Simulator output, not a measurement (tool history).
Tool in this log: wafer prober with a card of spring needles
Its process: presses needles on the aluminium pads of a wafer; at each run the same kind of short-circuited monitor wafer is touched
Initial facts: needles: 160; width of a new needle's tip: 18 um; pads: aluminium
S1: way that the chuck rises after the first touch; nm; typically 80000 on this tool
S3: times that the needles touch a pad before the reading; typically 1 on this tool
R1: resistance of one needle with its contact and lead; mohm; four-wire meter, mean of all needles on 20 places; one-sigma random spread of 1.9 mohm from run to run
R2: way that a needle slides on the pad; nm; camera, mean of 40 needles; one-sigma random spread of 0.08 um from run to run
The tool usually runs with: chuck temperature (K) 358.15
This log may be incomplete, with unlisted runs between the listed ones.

{"run": 1, "day": 0.0, "S1": 80000, "chuck temperature (K)": 358.15, "S3": 1, "R1": 241, "R2": 14610}
{"day": 0.121, "done": "tips cleaned on abrasive film"}
{"day": 0.596, "done": "tips cleaned on abrasive film"}
{"run": 2, "day": 0.625, "S1": 80000, "chuck temperature (K)": 358.15, "S3": 1, "R1": 217, "R2": 14650}
{"day": 1.067, "done": "tips cleaned on abrasive film"}
{"run": 3, "day": 1.225, "S1": 80000, "chuck temperature (K)": 358.15, "S3": 1, "R1": 236, "R2": 14450}
{"day": 1.5, "done": "tips cleaned on abrasive film"}
{"run": 4, "day": 1.75, "S1": 80000, "chuck temperature (K)": 358.15, "S3": 1, "R1": 239, "R2": 14560}
{"day": 1.958, "done": "tips cleaned on abrasive film"}
{"run": 5, "day": 2.117, "S1": 80000, "chuck temperature (K)": 358.15, "S3": 1, "R1": 236, "R2": 14530}
{"day": 2.404, "done": "tips cleaned on abrasive film"}
{"run": 6, "day": 2.796, "S1": 80000, "chuck temperature (K)": 326.15, "S3": 1, "R1": 245, "R2": 14680}
{"day": 2.85, "done": "tips cleaned on abrasive film"}
{"run": 7, "day": 3.258, "S1": 80000, "chuck temperature (K)": 326.15, "S3": 1, "R1": 243, "R2": 14650}
{"day": 3.312, "done": "tips cleaned on abrasive film"}
{"run": 8, "day": 3.717, "S1": 80000, "chuck temperature (K)": 326.15, "S3": 1, "R1": 244, "R2": 14540}
{"day": 3.771, "done": "tips cleaned on abrasive film"}
{"day": 4.25, "done": "tips cleaned on abrasive film"}
{"run": 9, "day": 4.3, "S1": 80000, "chuck temperature (K)": 358.15, "S3": 2, "R1": 216, "R2": 14560}
{"day": 4.696, "done": "tips cleaned on abrasive film"}
{"run": 10, "day": 4.758, "S1": 80000, "chuck temperature (K)": 358.15, "S3": 2, "R1": 215, "R2": 14310}
{"day": 5.146, "done": "tips cleaned on abrasive film"}
{"run": 11, "day": 5.271, "S1": 80000, "chuck temperature (K)": 358.15, "S3": 2, "R1": 223, "R2": 14390}
{"day": 5.608, "done": "tips cleaned on abrasive film"}
{"run": 12, "day": 5.812, "S1": 80000, "chuck temperature (K)": 340.15, "S3": 1, "R1": 238, "R2": 14500}
{"day": 6.054, "done": "tips cleaned on abrasive film"}
{"run": 13, "day": 6.404, "S1": 80000, "chuck temperature (K)": 340.15, "S3": 1, "R1": 245, "R2": 14470}
{"day": 6.512, "done": "tips cleaned on abrasive film"}
{"run": 14, "day": 6.933, "S1": 80000, "chuck temperature (K)": 340.15, "S3": 1, "R1": 250, "R2": 14300}
{"day": 6.979, "done": "tips cleaned on abrasive film"}
{"day": 7.35, "done": "height of the first contact set anew"}
{"day": 7.429, "done": "tips cleaned on abrasive film"}
{"run": 15, "day": 7.429, "S1": 80000, "chuck temperature (K)": 312.15, "S3": 1, "R1": 198, "R2": 15100}
{"day": 7.888, "done": "tips cleaned on abrasive film"}
{"run": 16, "day": 7.958, "S1": 80000, "chuck temperature (K)": 312.15, "S3": 1, "R1": 214, "R2": 14990}
{"day": 8.342, "done": "tips cleaned on abrasive film"}
{"run": 17, "day": 8.442, "S1": 66000, "chuck temperature (K)": 384.15, "S3": 1, "R1": 248, "R2": 12380}
{"day": 8.796, "done": "tips cleaned on abrasive film"}
{"run": 18, "day": 8.921, "S1": 80000, "chuck temperature (K)": 384.15, "S3": 1, "R1": 237, "R2": 15110}
{"day": 9.271, "done": "tips cleaned on abrasive film"}
{"run": 19, "day": 9.433, "S1": 94000, "chuck temperature (K)": 384.15, "S3": 1, "R1": 230, "R2": 17740}
{"day": 9.742, "done": "tips cleaned on abrasive film"}
{"run": 20, "day": 9.867, "S1": 80000, "chuck temperature (K)": 358.15, "S3": 1, "R1": 234, "R2": 15010}
{"day": 10.212, "done": "tips cleaned on abrasive film"}
{"run": 21, "day": 10.442, "S1": 80000, "chuck temperature (K)": 319.15, "S3": 3, "R1": 210, "R2": 15060}
{"day": 10.688, "done": "tips cleaned on abrasive film"}
{"run": 22, "day": 10.838, "S1": 99000, "chuck temperature (K)": 375.15, "S3": 1, "R1": 226, "R2": 18350}
{"day": 11.158, "done": "tips cleaned on abrasive film"}
{"run": 23, "day": 11.358, "S1": 99000, "chuck temperature (K)": 375.15, "S3": 1, "R1": 227, "R2": 18550}
{"day": 11.617, "done": "tips cleaned on abrasive film"}
{"run": 24, "day": 12.004, "S1": 99000, "chuck temperature (K)": 375.15, "S3": 1, "R1": 236, "R2": 18550}
{"day": 12.104, "done": "tips cleaned on abrasive film"}
{"run": 25, "day": 12.521, "S1": 99000, "chuck temperature (K)": 375.15, "S3": 1, "R1": 236, "R2": 18460}
{"day": 12.558, "done": "tips cleaned on abrasive film"}
{"day": 13.029, "done": "tips cleaned on abrasive film"}
{"run": 26, "day": 13.029, "S1": 72000, "chuck temperature (K)": 358.15, "S3": 2, "R1": 208, "R2": 13230}
{"day": 13.504, "done": "tips cleaned on abrasive film"}
{"run": 27, "day": 13.529, "S1": 80000, "chuck temperature (K)": 302.15, "S3": 1, "R1": 203, "R2": 14790}
{"day": 13.975, "done": "tips cleaned on abrasive film"}
{"run": 28, "day": 14.088, "S1": 79000, "chuck temperature (K)": 321.15, "S3": 1, "R1": 221, "R2": 14750}
{"day": 14.425, "done": "tips cleaned on abrasive film"}
{"run": 29, "day": 14.546, "S1": 66000, "chuck temperature (K)": 328.15, "S3": 1, "R1": 240, "R2": 12240}
{"day": 14.883, "done": "tips cleaned on abrasive film"}
{"run": 30, "day": 14.917, "S1": 92000, "chuck temperature (K)": 328.15, "S3": 2, "R1": 207, "R2": 16990}
{"day": 15.333, "done": "tips cleaned on abrasive film"}
{"run": 31, "day": 15.483, "S1": 61000, "chuck temperature (K)": 358.15, "S3": 3, "R1": 225, "R2": 11250}
{"day": 15.771, "done": "tips cleaned on abrasive film"}
{"run": 32, "day": 15.771, "S1": 87000, "chuck temperature (K)": 358.15, "S3": 2, "R1": 208, "R2": 16110}

Alternative continuations, all from the tool just after run 32; predict every row:
{"run": "A", "day": 16.158, "S1": 85000, "chuck temperature (K)": 312.15, "S3": 2, "R1": "?", "R2": "?"}
{"run": "B", "day": 16.158, "S1": 74000, "chuck temperature (K)": 358.15, "S3": 2, "R1": "?", "R2": "?"}
{"run": "C", "day": 16.158, "S1": 70000, "chuck temperature (K)": 299.15, "S3": 2, "R1": "?", "R2": "?"}

run=A R1=221 R2=15630
run=B R1=236 R2=13650
run=C R1=234 R2=12970
With no hidden state in the tool, these same runs would have given:
run=A R1=194 R2=15900
run=B R1=205 R2=13920
run=C R1=196 R2=13240

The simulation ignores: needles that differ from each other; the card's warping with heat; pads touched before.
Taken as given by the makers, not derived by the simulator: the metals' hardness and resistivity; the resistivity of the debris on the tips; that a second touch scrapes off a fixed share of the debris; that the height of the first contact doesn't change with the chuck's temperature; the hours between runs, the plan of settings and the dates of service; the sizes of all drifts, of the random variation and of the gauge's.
